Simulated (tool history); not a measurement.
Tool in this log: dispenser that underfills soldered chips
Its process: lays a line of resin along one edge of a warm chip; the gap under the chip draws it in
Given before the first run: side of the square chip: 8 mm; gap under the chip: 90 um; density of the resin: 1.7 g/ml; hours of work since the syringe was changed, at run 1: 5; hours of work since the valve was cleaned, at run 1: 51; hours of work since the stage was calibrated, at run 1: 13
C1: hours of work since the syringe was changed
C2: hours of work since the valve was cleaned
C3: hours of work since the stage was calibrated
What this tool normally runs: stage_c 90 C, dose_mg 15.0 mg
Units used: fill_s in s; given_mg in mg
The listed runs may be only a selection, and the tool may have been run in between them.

run 1 hour=0.0 | stage_c=90 dose_mg=15.0 | C1=5 C2=51 C3=13 | fill_s=39.5 given_mg=14.40
-- hour=3.7 new syringe of resin
run 2 hour=8.5 | stage_c=92 dose_mg=15.0 | C1=4 C2=57 C3=19 | fill_s=34.6 given_mg=14.24
-- hour=14.4 new syringe of resin
-- hour=25.1 new syringe of resin
run 3 hour=25.1 | stage_c=77 dose_mg=15.0 | C1=0 C2=69 C3=31 | fill_s=49.6 given_mg=14.06
-- hour=35.4 new syringe of resin
run 4 hour=38.8 | stage_c=77 dose_mg=15.0 | C1=3 C2=79 C3=41 | fill_s=54.1 given_mg=13.76
-- hour=40.9 dispensing valve cleaned and set on the balance
-- hour=47.1 new syringe of resin
run 5 hour=47.1 | stage_c=77 dose_mg=15.0 | C1=0 C2=4 C3=46 | fill_s=48.4 given_mg=15.00
run 6 hour=55.0 | stage_c=87 dose_mg=15.0 | C1=6 C2=10 C3=52 | fill_s=45.7 given_mg=14.86

Run 7 is up next; what results do you expect?
-- hour=57.2 new syringe of resin
run 7 hour=64.5 | stage_c=84 dose_mg=13.4 | C1=5 C2=17 C3=59 | fill_s=? given_mg=?

fill_s: 50.0 s
given_mg: 13.19 mg
With no hidden state in the tool, this same run would have given fill_s 38.2 s, given_mg 13.42 mg.

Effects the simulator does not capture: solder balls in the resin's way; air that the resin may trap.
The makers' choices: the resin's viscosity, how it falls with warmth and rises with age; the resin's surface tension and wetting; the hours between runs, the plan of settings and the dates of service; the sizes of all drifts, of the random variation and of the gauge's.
